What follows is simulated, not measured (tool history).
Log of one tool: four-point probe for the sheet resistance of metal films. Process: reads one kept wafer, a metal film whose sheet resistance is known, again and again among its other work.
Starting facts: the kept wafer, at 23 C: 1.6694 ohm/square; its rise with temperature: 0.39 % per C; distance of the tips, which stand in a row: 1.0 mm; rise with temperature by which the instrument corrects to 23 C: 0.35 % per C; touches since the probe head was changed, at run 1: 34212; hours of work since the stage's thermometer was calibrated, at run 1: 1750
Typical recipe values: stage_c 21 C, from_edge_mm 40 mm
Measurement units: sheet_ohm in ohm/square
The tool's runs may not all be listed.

| run | hour | stage_c | from_edge_mm | touches since the probe head was changed | hours of work since the stage's thermometer was calibrated | sheet_ohm |
|---|---|---|---|---|---|---|
| 1 | 0.0 | 21 | 40 | 34212 | 1750 | 1.667952 |
| 2 | 31.5 | 21 | 40 | 35320 | 1770 | 1.667442 |
| 3 | 63.6 | 21 | 40 | 36448 | 1790 | 1.667634 |
| 4 | 118.8 | 21 | 40 | 38391 | 1824 | 1.667014 |
| 5 | 168.4 | 21 | 40 | 40132 | 1855 | 1.667408 |
| 6 | 223.4 | 21 | 40 | 42067 | 1890 | 1.666716 |
|  | 229.5 | stage's thermometer calibrated |
| 7 | 263.8 | 21 | 40 | 43470 | 21 | 1.665717 |
| 8 | 320.9 | 21 | 27 | 45477 | 57 | 1.665284 |
| 9 | 348.2 | 21 | 27 | 46438 | 74 | 1.666692 |
|  | 370.3 | stage's thermometer calibrated, once more |
| 10 | 392.6 | 21 | 40 | 47982 | 14 | 1.672390 |
| 11 | 438.4 | 24 | 34 | 49590 | 43 | 1.673966 |
| 12 | 493.6 | 24 | 34 | 51532 | 77 | 1.673435 |
| 13 | 555.2 | 21 | 33 | 53695 | 116 | 1.671330 |
| 14 | 592.0 | 21 | 33 | 54991 | 139 | 1.671371 |
| 15 | 618.9 | 19 | 28 | 55936 | 156 | 1.669940 |
| 16 | 656.6 | 20 | 4 | 57263 | 179 | 1.723961 |
| 17 | 708.3 | 21 | 49 | 59079 | 212 | 1.670521 |
| 18 | 740.8 | 33 | 6 | 60224 | 232 | 1.701894 |
| 19 | 788.4 | 33 | 6 | 61897 | 262 | 1.702001 |

Here are 5 independent what-if runs from the current tool condition. What would each one return?
| A | 847.8 | 18 | 8 | 63986 | 299 | ? |
| B | 847.8 | 33 | 5 | 63986 | 299 | ? |
| C | 847.8 | 22 | 40 | 63986 | 299 | ? |
| D | 847.8 | 33 | 56 | 63986 | 299 | ? |
| E | 847.8 | 21 | 20 | 63986 | 299 | ? |

| run | sheet_ohm |
|---|---|
| A | 1.681727 |
| B | 1.712167 |
| C | 1.670771 |
| D | 1.677017 |
| E | 1.671745 |
With no hidden state in the tool, these same runs would have given:
| run | sheet_ohm |
|---|---|
| A | 1.680244 |
| B | 1.710622 |
| C | 1.669286 |
| D | 1.675500 |
| E | 1.670262 |
